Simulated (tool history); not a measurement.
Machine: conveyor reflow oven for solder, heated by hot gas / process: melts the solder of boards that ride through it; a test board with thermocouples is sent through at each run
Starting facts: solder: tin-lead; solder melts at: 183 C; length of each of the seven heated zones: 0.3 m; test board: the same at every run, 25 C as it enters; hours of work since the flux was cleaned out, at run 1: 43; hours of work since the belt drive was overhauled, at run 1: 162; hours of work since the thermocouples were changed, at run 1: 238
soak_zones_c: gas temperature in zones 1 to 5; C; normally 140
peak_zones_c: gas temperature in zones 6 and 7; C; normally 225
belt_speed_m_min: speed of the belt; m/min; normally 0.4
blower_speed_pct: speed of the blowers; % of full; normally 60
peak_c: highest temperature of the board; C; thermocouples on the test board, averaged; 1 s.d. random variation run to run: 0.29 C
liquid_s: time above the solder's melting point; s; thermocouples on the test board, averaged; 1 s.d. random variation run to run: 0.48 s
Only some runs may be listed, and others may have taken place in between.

run	hour	soak_zones_c	peak_zones_c	belt_speed_m_min	blower_speed_pct	hours of work since the flux was cleaned out	hours of work since the belt drive was overhauled	hours of work since the thermocouples were changed	peak_c	liquid_s
1	0	140	225	0.4	60	43	162	238	204.4	51.2
2	16.5	140	225	0.4	60	56	175	251	204.4	52.7
3	33.3	140	225	0.4	60	69	188	264	204.1	51.2
4	46.5	140	225	0.4	60	79	199	274	203.6	51.3
5	61.9	140	225	0.4	60	91	211	286	203.7	51.2
6	75.9	140	225	0.4	60	102	222	297	204.3	51.4
7	90.2	140	225	0.4	60	114	233	308	203.4	50.8
8	111.7	136	225	0.4	60	131	250	325	202.7	48
9	126.9	136	225	0.4	60	142	262	337	202.1	47.4
10	140	140	216	0.454	60	153	272	347	192	23.8
11	159.6	140	216	0.454	60	168	287	363	191.7	23.5
12	176.5	141	225	0.421	71	181	301	376	204.3	49
# hour 183.1: flux residue cleaned out of gas plates and filters
13	199.9	129	228	0.415	68	13	315	390	201.5	41.6
14	209.3	129	225	0.329	60	21	322	398	205.3	62.6
15	221.4	129	225	0.329	60	30	332	407	205.7	63.5
16	237	140	218	0.433	60	42	344	420	193.1	26.9
# hour 255.1: flux residue cleaned out of gas plates and filters, once more
17	255.2	140	218	0.433	60	0	354	430	195.7	34.5

Forecast each of these 4 alternatives for the next run:
A	271.6	145	218	0.433	60	13	367	443	?	?
B	271.6	147	225	0.4	60	13	367	443	?	?
C	271.6	133	218	0.433	60	13	367	443	?	?
D	271.6	140	236	0.394	60	13	367	443	?	?

run	peak_c	liquid_s
A	197.5	38.5
B	205.3	58
C	193.9	28.8
D	213.3	65.6
Without the tool's unlogged condition, the same runs would have read:
run	peak_c	liquid_s
A	198	39
B	205.8	58.1
C	194.5	29.5
D	213.9	65.5
